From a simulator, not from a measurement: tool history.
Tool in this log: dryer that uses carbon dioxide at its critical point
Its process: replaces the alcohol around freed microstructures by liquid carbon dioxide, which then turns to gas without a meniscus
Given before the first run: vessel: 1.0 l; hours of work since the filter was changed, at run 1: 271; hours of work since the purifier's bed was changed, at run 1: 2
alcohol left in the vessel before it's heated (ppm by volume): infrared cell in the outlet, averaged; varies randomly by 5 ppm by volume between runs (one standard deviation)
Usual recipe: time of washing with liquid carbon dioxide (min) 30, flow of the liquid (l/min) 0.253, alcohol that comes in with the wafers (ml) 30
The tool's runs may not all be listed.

| run | hour | time of washing with liquid carbon dioxide (min) | flow of the liquid (l/min) | alcohol that comes in with the wafers (ml) | hours of work since the filter was changed | hours of work since the purifier's bed was changed | alcohol left in the vessel before it's heated (ppm by volume) |
|---|---|---|---|---|---|---|---|
| 1 | 0.0 | 30 | 0.253 | 30 | 271 | 2 | 44 |
| 2 | 12.2 | 30 | 0.253 | 30 | 276 | 6 | 39 |
| 3 | 19.3 | 30 | 0.253 | 30 | 278 | 8 | 55 |
|  | 22.6 | inlet filter changed |
| 4 | 28.5 | 30 | 0.253 | 30 | 2 | 11 | 33 |
| 5 | 34.7 | 20 | 0.253 | 30 | 4 | 13 | 215 |
| 6 | 43.1 | 30 | 0.253 | 30 | 7 | 16 | 26 |
| 7 | 51.1 | 30 | 0.253 | 30 | 10 | 19 | 29 |
| 8 | 63.7 | 30 | 0.253 | 30 | 14 | 23 | 32 |
| 9 | 70.2 | 30 | 0.253 | 30 | 16 | 25 | 39 |
| 10 | 81.4 | 30 | 0.253 | 30 | 20 | 29 | 37 |
| 11 | 94.0 | 30 | 0.253 | 30 | 24 | 33 | 30 |
| 12 | 101.0 | 30 | 0.253 | 30 | 27 | 36 | 40 |
| 13 | 113.8 | 30 | 0.253 | 30 | 31 | 40 | 36 |
| 14 | 125.9 | 22 | 0.253 | 30 | 35 | 44 | 152 |
| 15 | 131.8 | 33 | 0.253 | 87 | 37 | 46 | 46 |
| 16 | 142.7 | 30 | 0.253 | 87 | 41 | 50 | 76 |
| 17 | 153.2 | 45 | 0.213 | 82 | 44 | 53 | 34 |
| 18 | 164.8 | 45 | 0.213 | 82 | 48 | 57 | 29 |
| 19 | 176.9 | 33 | 0.253 | 64 | 52 | 61 | 40 |
| 20 | 184.7 | 33 | 0.362 | 25 | 55 | 64 | 29 |
| 21 | 196.5 | 33 | 0.345 | 26 | 59 | 68 | 25 |
| 22 | 202.0 | 33 | 0.345 | 26 | 61 | 70 | 33 |
| 23 | 207.7 | 38 | 0.345 | 89 | 63 | 72 | 35 |
| 24 | 213.2 | 28 | 0.386 | 28 | 65 | 74 | 25 |
| 25 | 224.7 | 28 | 0.386 | 28 | 69 | 78 | 29 |
| 26 | 233.5 | 20 | 0.253 | 93 | 72 | 81 | 736 |
| 27 | 241.7 | 40 | 0.253 | 72 | 74 | 83 | 43 |
| 28 | 253.9 | 40 | 0.226 | 70 | 78 | 87 | 47 |

Predict each of these 4 candidate next runs independently; none follows another, all start after run 28:
| A | 259.9 | 23 | 0.212 | 22 | 81 | 90 | ? |
| B | 259.9 | 30 | 0.181 | 30 | 81 | 90 | ? |
| C | 259.9 | 30 | 0.251 | 30 | 81 | 90 | ? |
| D | 259.9 | 24 | 0.318 | 30 | 81 | 90 | ? |

| run | alcohol left in the vessel before it's heated (ppm by volume) |
|---|---|
| A | 235 |
| B | 191 |
| C | 41 |
| D | 56 |
Take away the tool's hidden state, keep each run's random variation, and the runs would have read:
| run | alcohol left in the vessel before it's heated (ppm by volume) |
|---|---|
| A | 176 |
| B | 133 |
| C | 5 |
| D | 19 |
